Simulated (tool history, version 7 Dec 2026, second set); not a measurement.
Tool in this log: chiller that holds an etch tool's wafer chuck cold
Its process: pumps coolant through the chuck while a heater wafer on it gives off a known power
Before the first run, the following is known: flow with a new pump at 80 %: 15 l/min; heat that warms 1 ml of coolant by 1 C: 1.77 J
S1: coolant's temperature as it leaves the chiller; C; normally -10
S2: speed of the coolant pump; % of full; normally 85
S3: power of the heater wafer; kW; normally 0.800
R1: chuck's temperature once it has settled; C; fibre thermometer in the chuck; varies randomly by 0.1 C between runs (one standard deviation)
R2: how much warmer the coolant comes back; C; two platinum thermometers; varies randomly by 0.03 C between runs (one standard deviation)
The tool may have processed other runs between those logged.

run 1 day=0.000 | S1=-10 S2=85 S3=0.800 | R1=-5.3 R2=1.89
run 2 day=2.054 | S1=-18 S2=85 S3=0.800 | R1=-13.4 R2=1.86
run 3 day=4.671 | S1=-18 S2=85 S3=0.800 | R1=-13.3 R2=1.86
run 4 day=9.008 | S1=-10 S2=85 S3=0.800 | R1=-5.5 R2=1.89
run 5 day=11.100 | S1=-10 S2=85 S3=0.800 | R1=-5.5 R2=1.86
run 6 day=13.338 | S1=-10 S2=85 S3=0.800 | R1=-5.4 R2=1.90
run 7 day=16.833 | S1=-10 S2=95 S3=0.800 | R1=-5.9 R2=1.73
run 8 day=20.729 | S1=-10 S2=95 S3=0.800 | R1=-5.9 R2=1.78
run 9 day=23.762 | S1=-10 S2=70 S3=0.800 | R1=-4.3 R2=2.36
run 10 day=27.604 | S1=-10 S2=70 S3=0.800 | R1=-4.3 R2=2.34
run 11 day=30.983 | S1=-10 S2=70 S3=0.452 | R1=-7.2 R2=1.36
run 12 day=34.808 | S1=-10 S2=70 S3=0.452 | R1=-7.1 R2=1.37
run 13 day=37.217 | S1=-10 S2=70 S3=0.452 | R1=-7.2 R2=1.27
run 14 day=40.588 | S1=-10 S2=85 S3=0.800 | R1=-5.3 R2=1.96
run 15 day=43.467 | S1=-10 S2=85 S3=0.800 | R1=-5.3 R2=1.98
run 16 day=45.875 | S1=-10 S2=85 S3=0.753 | R1=-5.5 R2=1.82
run 17 day=50.129 | S1=0 S2=85 S3=0.658 | R1=3.8 R2=1.68
run 18 day=54.425 | S1=0 S2=85 S3=0.658 | R1=3.6 R2=1.66
run 19 day=56.858 | S1=-11 S2=74 S3=0.800 | R1=-5.6 R2=2.27
run 20 day=59.704 | S1=-11 S2=74 S3=0.800 | R1=-5.5 R2=2.32
run 21 day=63.738 | S1=-11 S2=74 S3=0.761 | R1=-6.1 R2=2.15
run 22 day=66.467 | S1=-11 S2=74 S3=0.761 | R1=-6.0 R2=2.21
-- day=67.117 chiller's thermometer calibrated
run 23 day=69.908 | S1=-2 S2=63 S3=0.800 | R1=5.8 R2=2.76
run 24 day=72.658 | S1=-2 S2=81 S3=0.800 | R1=4.2 R2=2.16
run 25 day=74.742 | S1=-9 S2=81 S3=0.800 | R1=-2.8 R2=2.09
run 26 day=78.042 | S1=-9 S2=65 S3=0.780 | R1=-2.0 R2=2.65
run 27 day=80.921 | S1=-9 S2=65 S3=0.780 | R1=-1.9 R2=2.65
run 28 day=84.525 | S1=-9 S2=65 S3=0.780 | R1=-1.7 R2=2.60
run 29 day=86.704 | S1=-10 S2=67 S3=0.545 | R1=-5.2 R2=1.74
run 30 day=90.471 | S1=-19 S2=85 S3=1.137 | R1=-10.5 R2=2.89
run 31 day=93.458 | S1=-2 S2=66 S3=0.475 | R1=2.4 R2=1.60
run 32 day=96.446 | S1=-2 S2=66 S3=0.475 | R1=2.5 R2=1.61

Branching from run 32: 4 alternative next runs. What would each branch give?
run A day=99.667 | S1=-7 S2=85 S3=0.752 | R1=? R2=?
run B day=99.667 | S1=-11 S2=96 S3=0.546 | R1=? R2=?
run C day=99.667 | S1=-10 S2=85 S3=0.442 | R1=? R2=?
run D day=99.667 | S1=-15 S2=68 S3=0.741 | R1=? R2=?

run=A R1=-1.3 R2=1.93
run=B R1=-7.4 R2=1.25
run=C R1=-6.7 R2=1.15
run=D R1=-8.5 R2=2.45
With the hidden condition removed and each run's random variation left untouched, the same runs would have given:
run=A R1=-2.6 R2=1.58
run=B R1=-8.2 R2=1.02
run=C R1=-7.4 R2=0.93
run=D R1=-10.1 R2=2.01
